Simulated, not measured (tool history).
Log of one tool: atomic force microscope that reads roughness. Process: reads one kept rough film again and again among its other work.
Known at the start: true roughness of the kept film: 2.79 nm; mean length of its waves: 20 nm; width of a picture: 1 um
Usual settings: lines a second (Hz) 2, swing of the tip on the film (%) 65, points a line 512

run    hour  lines a second (Hz)  swing of the tip on the film (%)  points a line  roughness of the kept film (nm (root mean square))
  1       0                    2                                65            512                                               2.011
       52.8  -- new tip fitted
  2    66.5                    2                                65            278                                               2.031
  3     102                    2                                70            278                                               1.688
      128.7  -- new tip fitted
  4   174.3                    2                                87            512                                               1.588
        205  -- new tip fitted
  5   241.6                    2                                87            512                                               1.671
      279.3  -- new tip fitted
  6   292.3                    2                                87            512                                               1.858
  7   326.1                    2                                65            512                                               1.769
      358.2  -- new tip fitted
  8   361.7                    2                                65            512                                               2.226
  9   403.3                    2                                65            944                                               1.751
      430.9  -- new tip fitted
 10   453.4                    2                                65            944                                                1.97
 11   497.6                    2                                65            512                                               1.564
      505.5  -- new tip fitted
 12   574.4                    2                                66            512                                               1.572
      581.3  -- new tip fitted
 13   637.9                    2                                65            680                                               1.697
      656.6  -- new tip fitted
 14   697.1                    2                                65            680                                               1.788
      733.8  -- new tip fitted
 15     741                    2                                65            680                                               2.182
      805.5  -- new tip fitted
 16   812.8                    2                                81            680                                               2.019
 17   859.1                    2                                71            680                                               1.651
      878.3  -- new tip fitted
 18   934.4                    2                                71            680                                               1.645
      952.8  -- new tip fitted
 19   991.1                    2                                71            680                                               1.767
     1025.8  -- new tip fitted
 20  1068.6                    2                                71            680                                               1.761
     1099.9  -- new tip fitted
 21  1139.2                    2                                65            512                                               1.799
     1174.1  -- new tip fitted
 22  1205.1                    2                                65            512                                               1.928
 23  1236.8                    2                                65            512                                               1.665
     1247.7  -- new tip fitted
 24  1309.9                    2                                65            512                                               1.631
     1326.6  -- new tip fitted
 25  1342.2                 0.84                                72            358                                               2.097
     1399.2  -- new tip fitted
 26  1412.5                 0.84                                72            358                                               2.095
 27  1467.7                 0.84                                70            358                                               1.608
     1472.6  -- new tip fitted
 28  1514.9                    2                                82            512                                               1.676
     1545.6  -- new tip fitted
 29  1577.6                    2                                82            512                                               1.735
     1620.3  -- new tip fitted
 30  1637.9                 3.09                                81            575                                               1.773
 31  1677.5                 2.22                                81            574                                               1.564
       1693  -- new tip fitted
 32  1729.3                 2.22                                81            574                                               1.689
 33  1763.8                 2.22                                81            494                                               1.428
     1768.8  -- new tip fitted
 34    1802                 1.91                                61            300                                               1.851
     1843.7  -- new tip fitted
 35  1858.9                 1.91                                61            300                                                2.01
     1917.8  -- new tip fitted
 36  1932.8                 1.91                                61            300                                               2.074
 37  1982.2                 3.47                                56            619                                               1.618
     1992.8  -- new tip fitted
 38  2019.8                 0.59                                84            411                                               1.979
       2069  -- new tip fitted
 39  2092.8                 0.59                                84            411                                               1.944
     2142.2  -- new tip fitted
 40  2151.5                 0.59                                70            520                                               2.217
     2214.3  -- new tip fitted
 41  2216.2                 0.59                                70            384                                               2.309
 42  2267.9                 1.47                                70            275                                               1.648
     2288.3  -- new tip fitted
 43    2315                 1.47                                70            275                                               1.906
     2362.6  -- new tip fitted
 44  2385.2                 1.47                                70            275                                               1.926
     2435.1  -- new tip fitted
 45    2436                 1.69                                74            797                                               2.167

Forecast each of these 4 alternatives for the next run:
  A  2500                 3.97                                58            482                                                   ?
  B  2500                 2.09                                88            415                                                   ?
  C  2500                  1.8                                70            613                                                   ?
  D  2500                    2                                72            512                                                   ?

run  roughness of the kept film (nm (root mean square))
  A                                                1.57
  B                                               1.379
  C                                               1.565
  D                                               1.542
Without the tool's hidden state the same runs would have given:
run  roughness of the kept film (nm (root mean square))
  A                                               2.273
  B                                               1.995
  C                                               2.265
  D                                               2.232

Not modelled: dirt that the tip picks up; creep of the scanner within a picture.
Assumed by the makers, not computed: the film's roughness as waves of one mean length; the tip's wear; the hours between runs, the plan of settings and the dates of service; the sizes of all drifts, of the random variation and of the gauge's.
